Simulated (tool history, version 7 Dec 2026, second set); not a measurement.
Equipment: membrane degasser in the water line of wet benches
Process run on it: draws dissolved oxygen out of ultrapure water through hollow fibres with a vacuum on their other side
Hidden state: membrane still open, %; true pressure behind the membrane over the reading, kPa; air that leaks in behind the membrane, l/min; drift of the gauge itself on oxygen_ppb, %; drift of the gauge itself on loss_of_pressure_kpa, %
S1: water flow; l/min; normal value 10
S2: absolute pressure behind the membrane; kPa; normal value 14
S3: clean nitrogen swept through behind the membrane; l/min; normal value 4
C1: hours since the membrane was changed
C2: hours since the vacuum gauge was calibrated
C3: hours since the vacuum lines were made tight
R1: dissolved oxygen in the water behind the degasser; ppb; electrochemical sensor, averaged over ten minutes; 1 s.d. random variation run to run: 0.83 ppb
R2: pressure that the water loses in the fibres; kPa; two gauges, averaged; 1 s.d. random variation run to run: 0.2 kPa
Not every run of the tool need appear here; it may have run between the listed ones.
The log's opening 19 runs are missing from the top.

run     day  S1    S2     S3    C1   C2    C3     R1     R2
     24.783  -- vacuum gauge calibrated
 20  24.796  10    14   6.93  1051    0  5565   49.1  43.27
 21  26.312   9  26.7    2.1  1088   37  5601  247.6  38.56
 22  27.642  10  15.8  10.72  1119   69  5633   40.2  43.02
 23  28.788   7  15.8   2.01  1147   96  5661    109  30.11
 24  29.854   7  15.8   2.01  1173  122  5686  108.7  30.08
 25  31.417   7  15.8   2.01  1210  159  5724  109.5  29.97
 26  33.217  10  30.1   2.47  1253  202  5767  266.7   42.9
 27    34.9  10   8.5   6.29  1294  243  5807   32.3  43.06
 28  35.729   6    22    7.2  1314  263  5827   40.4  25.71
 29  36.767  14   9.9   1.98  1338  288  5852  154.2  60.46
 30  38.488  14   9.9   1.98  1380  329  5893  154.8  60.35
 31  40.171  14   9.9   9.72  1420  369  5934   67.2     60
 32  41.462   8    14      4  1451  400  5965   56.5  34.28
 33  43.383  13    14     10  1497  446  6011   65.7  55.52

Consider 3 possible next runs. They are alternatives, not a sequence: every one starts from the tool as it was left by run 33. What does each give?
  A  44.271  13  10.8    10  1518  468  6032   ?   ?
  B  44.271   6  12.6   4.8  1518  468  6032   ?   ?
  C  44.271   7    31  4.97  1518  468  6032   ?   ?

run    R1     R2
  A  56.9  55.64
  B  30.2   25.8
  C  98.4  29.92
What these runs would have given with no unlogged condition in the tool:
run    R1     R2
  A  56.8  56.95
  B  30.2  26.41
  C  98.3  30.63
